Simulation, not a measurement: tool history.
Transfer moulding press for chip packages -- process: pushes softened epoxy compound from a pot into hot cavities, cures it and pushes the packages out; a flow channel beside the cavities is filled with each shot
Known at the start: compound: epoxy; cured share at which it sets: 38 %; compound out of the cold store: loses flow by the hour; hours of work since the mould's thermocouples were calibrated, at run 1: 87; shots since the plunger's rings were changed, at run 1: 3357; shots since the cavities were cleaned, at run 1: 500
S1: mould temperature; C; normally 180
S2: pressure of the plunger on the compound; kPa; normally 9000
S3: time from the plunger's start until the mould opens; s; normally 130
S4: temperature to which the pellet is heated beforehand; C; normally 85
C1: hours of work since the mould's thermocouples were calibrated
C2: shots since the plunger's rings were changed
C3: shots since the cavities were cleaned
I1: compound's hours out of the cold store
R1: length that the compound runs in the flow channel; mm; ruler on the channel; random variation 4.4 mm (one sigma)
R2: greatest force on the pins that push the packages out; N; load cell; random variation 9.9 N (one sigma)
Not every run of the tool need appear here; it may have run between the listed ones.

| run | hour | S1 | S2 | S3 | S4 | C1 | C2 | C3 | I1 | R1 | R2 |
|---|---|---|---|---|---|---|---|---|---|---|---|
| 1 | 0.0 | 180 | 9000 | 130 | 85 | 87 | 3357 | 500 | 19.0 | 560 | 895 |
| 2 | 12.7 | 180 | 9000 | 130 | 78 | 94 | 3469 | 612 | 36.2 | 529 | 885 |
| 3 | 25.5 | 180 | 9040 | 130 | 85 | 102 | 3582 | 725 | 36.2 | 524 | 963 |
|  | 31.7 | cavities cleaned with cleaning compound and waxed |
| 4 | 50.5 | 180 | 9040 | 130 | 94 | 116 | 3788 | 166 | 12.7 | 572 | 672 |
| 5 | 60.4 | 180 | 9040 | 130 | 94 | 122 | 3875 | 253 | 27.8 | 543 | 741 |
| 6 | 78.5 | 180 | 9040 | 130 | 94 | 133 | 4034 | 412 | 32.5 | 529 | 820 |
| 7 | 94.4 | 180 | 8500 | 130 | 94 | 143 | 4174 | 552 | 25.2 | 524 | 919 |
| 8 | 104.5 | 180 | 8500 | 130 | 94 | 149 | 4263 | 641 | 29.6 | 516 | 924 |
|  | 119.7 | cavities cleaned with cleaning compound and waxed |
| 9 | 122.9 | 180 | 8500 | 130 | 94 | 159 | 4411 | 28 | 32.4 | 507 | 476 |
| 10 | 142.1 | 180 | 9000 | 130 | 85 | 171 | 4580 | 197 | 25.0 | 537 | 702 |
|  | 156.4 | plunger's sealing rings changed |
| 11 | 156.4 | 180 | 9000 | 130 | 85 | 178 | 0 | 301 | 23.8 | 597 | 779 |
| 12 | 166.3 | 180 | 9000 | 130 | 85 | 184 | 87 | 388 | 44.6 | 567 | 818 |
| 13 | 179.3 | 180 | 9160 | 130 | 85 | 192 | 201 | 502 | 12.2 | 617 | 906 |
| 14 | 199.8 | 180 | 9160 | 130 | 85 | 204 | 382 | 683 | 31.5 | 584 | 948 |
|  | 210.2 | cavities cleaned with cleaning compound and waxed |
| 15 | 215.1 | 180 | 7770 | 146 | 85 | 213 | 503 | 44 | 43.3 | 522 | 473 |
| 16 | 237.1 | 180 | 7770 | 146 | 85 | 226 | 697 | 238 | 45.4 | 512 | 635 |
| 17 | 257.5 | 180 | 7770 | 146 | 85 | 238 | 876 | 417 | 31.5 | 535 | 743 |
|  | 261.7 | mould's thermocouples calibrated |
| 18 | 279.5 | 180 | 7970 | 130 | 89 | 11 | 1051 | 592 | 12.2 | 561 | 920 |
|  | 300.4 | cavities cleaned with cleaning compound and waxed |
| 19 | 300.4 | 180 | 10470 | 149 | 80 | 22 | 1222 | 0 | 36.6 | 601 | 409 |
| 20 | 317.5 | 180 | 9000 | 155 | 85 | 33 | 1373 | 151 | 13.6 | 588 | 551 |
| 21 | 329.4 | 175 | 9000 | 161 | 85 | 40 | 1477 | 255 | 11.5 | 610 | 711 |
| 22 | 345.8 | 180 | 9000 | 130 | 81 | 50 | 1621 | 399 | 46.3 | 538 | 821 |
| 23 | 358.1 | 180 | 10470 | 130 | 75 | 57 | 1729 | 507 | 35.9 | 590 | 884 |
| 24 | 369.9 | 180 | 10470 | 130 | 75 | 65 | 1833 | 611 | 17.9 | 629 | 940 |
| 25 | 385.8 | 187 | 7860 | 136 | 82 | 74 | 1973 | 751 | 41.4 | 487 | 782 |
|  | 389.0 | cavities cleaned with cleaning compound and waxed |
|  | 396.2 | mould's thermocouples calibrated, once more |
| 26 | 403.5 | 187 | 7860 | 136 | 82 | 4 | 2098 | 110 | 31.3 | 506 | 493 |
| 27 | 421.4 | 180 | 10000 | 130 | 85 | 15 | 2255 | 267 | 34.8 | 578 | 752 |

Here are 4 independent what-if runs from the current tool condition. What would each one return?
| A | 435.1 | 180 | 7150 | 142 | 85 | 24 | 2376 | 388 | 40.8 | ? | ? |
| B | 435.1 | 180 | 10000 | 153 | 85 | 24 | 2376 | 388 | 43.9 | ? | ? |
| C | 435.1 | 180 | 10000 | 149 | 85 | 24 | 2376 | 388 | 45.8 | ? | ? |
| D | 435.1 | 187 | 10180 | 130 | 85 | 24 | 2376 | 388 | 29.3 | ? | ? |

| run | R1 | R2 |
|---|---|---|
| A | 480 | 740 |
| B | 556 | 728 |
| C | 567 | 718 |
| D | 563 | 669 |
Without the tool's unlogged condition, the same runs would have read:
| run | R1 | R2 |
|---|---|---|
| A | 505 | 397 |
| B | 586 | 392 |
| C | 597 | 389 |
| D | 593 | 360 |

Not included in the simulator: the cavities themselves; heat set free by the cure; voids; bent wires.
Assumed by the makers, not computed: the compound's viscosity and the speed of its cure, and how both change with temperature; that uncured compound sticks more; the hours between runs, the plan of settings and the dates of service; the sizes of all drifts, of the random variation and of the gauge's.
